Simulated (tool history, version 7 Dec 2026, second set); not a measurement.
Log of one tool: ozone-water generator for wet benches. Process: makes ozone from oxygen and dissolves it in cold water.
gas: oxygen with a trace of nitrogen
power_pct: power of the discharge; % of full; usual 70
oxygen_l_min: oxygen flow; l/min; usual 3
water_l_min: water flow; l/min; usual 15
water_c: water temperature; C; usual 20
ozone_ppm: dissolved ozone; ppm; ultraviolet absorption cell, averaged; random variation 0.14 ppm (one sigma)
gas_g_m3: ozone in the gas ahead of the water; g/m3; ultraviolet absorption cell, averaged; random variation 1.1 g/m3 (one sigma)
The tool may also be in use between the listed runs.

| run | day | power_pct | oxygen_l_min | water_l_min | water_c | ozone_ppm | gas_g_m3 |
|---|---|---|---|---|---|---|---|
| 1 | 0 | 70 | 3 | 15 | 20 | 13.8 | 175.8 |
| 2 | 5.412 | 70 | 3 | 15 | 20 | 13.8 | 178.1 |
| 3 | 9.4 | 70 | 3 | 15 | 20 | 13.7 | 177 |
| 4 | 13.388 | 70 | 3 | 15 | 20 | 13.9 | 176.3 |
| 5 | 17.029 | 94 | 3 | 15 | 20 | 16.4 | 209.4 |
| 6 | 21.512 | 94 | 3 | 15 | 20 | 16.5 | 211.2 |
| 7 | 26.938 | 94 | 3 | 10 | 20 | 23.4 | 211.3 |
| 8 | 33.75 | 70 | 3 | 15 | 20 | 13.7 | 175 |
| 9 | 37.171 | 43 | 3 | 15 | 20 | 9.8 | 129.7 |
| 10 | 42.921 | 43 | 3 | 15 | 20 | 9.9 | 129.7 |
| 11 | 49.075 | 70 | 3 | 15 | 13 | 14.6 | 173.4 |
| 12 | 55.354 | 70 | 3 | 15 | 13 | 14.4 | 174 |
| 13 | 62.779 | 57 | 3.42 | 15 | 20 | 12.1 | 147.2 |
| 14 | 68.488 | 57 | 3.42 | 15 | 20 | 11.9 | 145 |
|  | 68.971 | contactor cleaned |
| 15 | 74.871 | 42 | 3 | 15 | 14 | 10.1 | 127.3 |
| 16 | 79.267 | 42 | 3 | 15 | 14 | 10.3 | 125.4 |
| 17 | 86.788 | 42 | 3 | 15 | 14 | 10.2 | 126.5 |
| 18 | 93.479 | 42 | 3 | 15 | 14 | 10.1 | 126.3 |
| 19 | 96.842 | 68 | 4.45 | 9 | 20 | 20.5 | 148.4 |
| 20 | 101.379 | 70 | 3 | 18 | 20 | 10.6 | 169.3 |
|  | 101.962 | contactor cleaned, once more |
| 21 | 108.508 | 63 | 3 | 9 | 15 | 21.1 | 156.8 |
| 22 | 111.988 | 63 | 3 | 9 | 15 | 21.2 | 156.4 |
| 23 | 118.783 | 63 | 3 | 9 | 15 | 20.9 | 157.4 |
| 24 | 126.225 | 61 | 3 | 15 | 20 | 11.9 | 155.1 |

Forecast each of these 3 alternatives for the next run:
|  | 128.662 | electrodes of the discharge changed |
| A | 133.838 | 84 | 3 | 18 | 15 | ? | ? |
|  | 128.662 | electrodes of the discharge changed |
| B | 133.838 | 70 | 3 | 15 | 16 | ? | ? |
|  | 128.662 | electrodes of the discharge changed |
| C | 133.838 | 61 | 3.29 | 9 | 13 | ? | ? |

| run | ozone_ppm | gas_g_m3 |
|---|---|---|
| A | 15 | 221.1 |
| B | 16 | 194.1 |
| C | 24.7 | 172.7 |
Without the tool's hidden state the same runs would have given:
| run | ozone_ppm | gas_g_m3 |
|---|---|---|
| A | 15.4 | 221.8 |
| B | 16.3 | 194.6 |
| C | 25.1 | 173.1 |
